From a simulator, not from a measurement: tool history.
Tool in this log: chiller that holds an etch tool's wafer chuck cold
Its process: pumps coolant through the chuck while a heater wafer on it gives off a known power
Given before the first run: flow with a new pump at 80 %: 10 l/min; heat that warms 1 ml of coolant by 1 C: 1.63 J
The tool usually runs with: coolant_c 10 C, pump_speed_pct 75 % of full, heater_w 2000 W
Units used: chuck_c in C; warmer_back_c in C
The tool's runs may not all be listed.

Run 1, day 0: usual settings. Result: chuck_c 31.8 C, warmer_back_c 8.88 C.
Run 2, day 5.112: usual settings. Result: chuck_c 32 C, warmer_back_c 9 C.
Run 3, day 9.875: usual settings. Result: chuck_c 32.2 C, warmer_back_c 9.05 C.
Run 4, day 17.579: usual settings but heater_w 1626 W. Result: chuck_c 28.4 C, warmer_back_c 7.34 C.
Run 5, day 22.65: usual settings but heater_w 1626 W. Result: chuck_c 28.5 C, warmer_back_c 7.42 C.
Run 6, day 28.104: usual settings but coolant_c 16 C, heater_w 1626 W. Result: chuck_c 34.6 C, warmer_back_c 7.49 C.
At day 29.129: coolant pump overhauled.
Run 7, day 36.475: usual settings. Result: chuck_c 30.7 C, warmer_back_c 7.88 C.
Run 8, day 40.854: usual settings. Result: chuck_c 30.9 C, warmer_back_c 7.87 C.
Run 9, day 44.946: usual settings. Result: chuck_c 30.9 C, warmer_back_c 8.01 C.
Run 10, day 50.762: usual settings. Result: chuck_c 31.2 C, warmer_back_c 7.93 C.
Run 11, day 57.971: usual settings. Result: chuck_c 31.5 C, warmer_back_c 7.99 C.
Run 12, day 66.421: usual settings. Result: chuck_c 31.7 C, warmer_back_c 7.94 C.
Run 13, day 72.692: usual settings. Result: chuck_c 31.8 C, warmer_back_c 8.02 C.
Run 14, day 80.608: usual settings but pump_speed_pct 77 % of full. Result: chuck_c 31.9 C, warmer_back_c 7.86 C.
Run 15, day 85.629: usual settings but pump_speed_pct 77 % of full. Result: chuck_c 31.8 C, warmer_back_c 7.84 C.
Run 16, day 90.625: usual settings but pump_speed_pct 77 % of full. Result: chuck_c 32 C, warmer_back_c 7.84 C.
Run 17, day 96.554: usual settings but coolant_c 14 C, heater_w 1755 W. Result: chuck_c 33.8 C, warmer_back_c 7.1 C.
Run 18, day 103.342: usual settings but coolant_c 2 C. Result: chuck_c 24.8 C, warmer_back_c 8.14 C.
Run 19, day 107.554: usual settings but coolant_c 2 C. Result: chuck_c 25 C, warmer_back_c 8.15 C.
Run 20, day 115.767: usual settings but coolant_c 16 C, pump_speed_pct 92 % of full. Result: chuck_c 36.4 C, warmer_back_c 6.68 C.
At day 120.758: coolant changed, channels flushed.
Run 21, day 121.775: usual settings but coolant_c 14 C, pump_speed_pct 88 % of full, heater_w 1029 W. Result: chuck_c 23.6 C, warmer_back_c 3.62 C.
Run 22, day 127.792: usual settings but coolant_c 14 C, pump_speed_pct 88 % of full, heater_w 1029 W. Result: chuck_c 23.6 C, warmer_back_c 3.61 C.
Run 23, day 134.075: usual settings but coolant_c 8 C, pump_speed_pct 86 % of full, heater_w 1583 W. Result: chuck_c 22.6 C, warmer_back_c 5.71 C.
Run 24, day 142.708: usual settings but coolant_c 8 C, pump_speed_pct 86 % of full, heater_w 1583 W. Result: chuck_c 22.6 C, warmer_back_c 5.75 C.
Run 25, day 148.204: usual settings but coolant_c 8 C, pump_speed_pct 86 % of full, heater_w 1583 W. Result: chuck_c 22.6 C, warmer_back_c 5.78 C.
Run 26, day 153.721: usual settings but coolant_c 3 C, pump_speed_pct 81 % of full, heater_w 2783 W. Result: chuck_c 29.7 C, warmer_back_c 10.71 C.
Run 27, day 160.188: usual settings but coolant_c 3 C, pump_speed_pct 81 % of full, heater_w 2783 W. Result: chuck_c 29.8 C, warmer_back_c 10.89 C.
At day 162.158: chiller's thermometer calibrated.
Run 28, day 168.425: usual settings but coolant_c 4 C, pump_speed_pct 81 % of full, heater_w 2783 W. Result: chuck_c 30.1 C, warmer_back_c 10.89 C.
Run 29, day 175.775: usual settings but coolant_c 4 C, pump_speed_pct 81 % of full, heater_w 2783 W. Result: chuck_c 30.3 C, warmer_back_c 10.82 C.

Selected run-to-run steps in chuck_c, each split into two signed amounts: the part the tool would show with no hidden state at all (from settings, incoming material and random variation), and the remainder, which goes to the hidden state together with any gauge scatter not common to the measured and the hidden-state-free results:
Unlogged tool condition in this case: heat passed by the chuck's channels, % of clean ones'; flow at a given pump speed, % of a new pump's; coolant's true temperature over the reading, C; drift of the gauge itself on chuck_c, C; drift of the gauge itself on warmer_back_c, C.
Run 6 -> 7: coolant_c 16 -> 10, heater_w 1626 -> 2000, coolant pump overhauled. chuck_c -3.9 C: hidden state -1.1, all else -2.8.
Run 19 -> 20: coolant_c 2 -> 16, pump_speed_pct 75 -> 92. chuck_c +11.4 C: hidden state -0.2, all else +11.6.
Run 20 -> 21: coolant_c 16 -> 14, pump_speed_pct 92 -> 88, heater_w 2000 -> 1029, coolant changed, channels flushed. chuck_c -12.8 C: hidden state -3.5, all else -9.3.

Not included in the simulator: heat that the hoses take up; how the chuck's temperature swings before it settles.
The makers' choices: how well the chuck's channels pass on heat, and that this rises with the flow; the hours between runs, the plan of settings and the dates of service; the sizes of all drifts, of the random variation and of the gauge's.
